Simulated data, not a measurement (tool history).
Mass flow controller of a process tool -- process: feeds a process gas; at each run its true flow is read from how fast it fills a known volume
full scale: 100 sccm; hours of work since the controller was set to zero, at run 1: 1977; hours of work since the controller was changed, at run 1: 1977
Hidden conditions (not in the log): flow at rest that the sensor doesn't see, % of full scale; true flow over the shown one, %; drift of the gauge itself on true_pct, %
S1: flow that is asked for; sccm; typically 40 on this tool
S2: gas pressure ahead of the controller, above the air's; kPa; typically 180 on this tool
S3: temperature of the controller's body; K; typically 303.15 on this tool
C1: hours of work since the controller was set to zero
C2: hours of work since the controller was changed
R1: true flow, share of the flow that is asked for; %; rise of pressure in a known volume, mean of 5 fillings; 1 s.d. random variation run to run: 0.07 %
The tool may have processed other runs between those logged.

{"run": 1, "hour": 0.0, "S1": 40, "S2": 180, "S3": 303.15, "C1": 1977, "C2": 1977, "R1": 99.02}
{"run": 2, "hour": 200.2, "S1": 40, "S2": 180, "S3": 306.15, "C1": 2079, "C2": 2079, "R1": 98.8}
{"run": 3, "hour": 355.2, "S1": 40, "S2": 180, "S3": 303.15, "C1": 2158, "C2": 2158, "R1": 99.08}
{"run": 4, "hour": 499.9, "S1": 40, "S2": 180, "S3": 303.15, "C1": 2232, "C2": 2232, "R1": 98.99}
{"run": 5, "hour": 688.2, "S1": 40, "S2": 241, "S3": 303.15, "C1": 2329, "C2": 2329, "R1": 99.1}
{"run": 6, "hour": 939.9, "S1": 11, "S2": 180, "S3": 310.15, "C1": 2457, "C2": 2457, "R1": 98.27}
{"run": 7, "hour": 1181.3, "S1": 11, "S2": 180, "S3": 310.15, "C1": 2581, "C2": 2581, "R1": 98.51}

Run 8 comes next. What will it give?
{"run": 8, "hour": 1289.6, "S1": 17, "S2": 221, "S3": 310.15, "C1": 2636, "C2": 2636, "R1": "?"}

Run 8 measured R1 98.59 %.
Had the tool carried no hidden state, the very same run would have given R1 98.61 %.
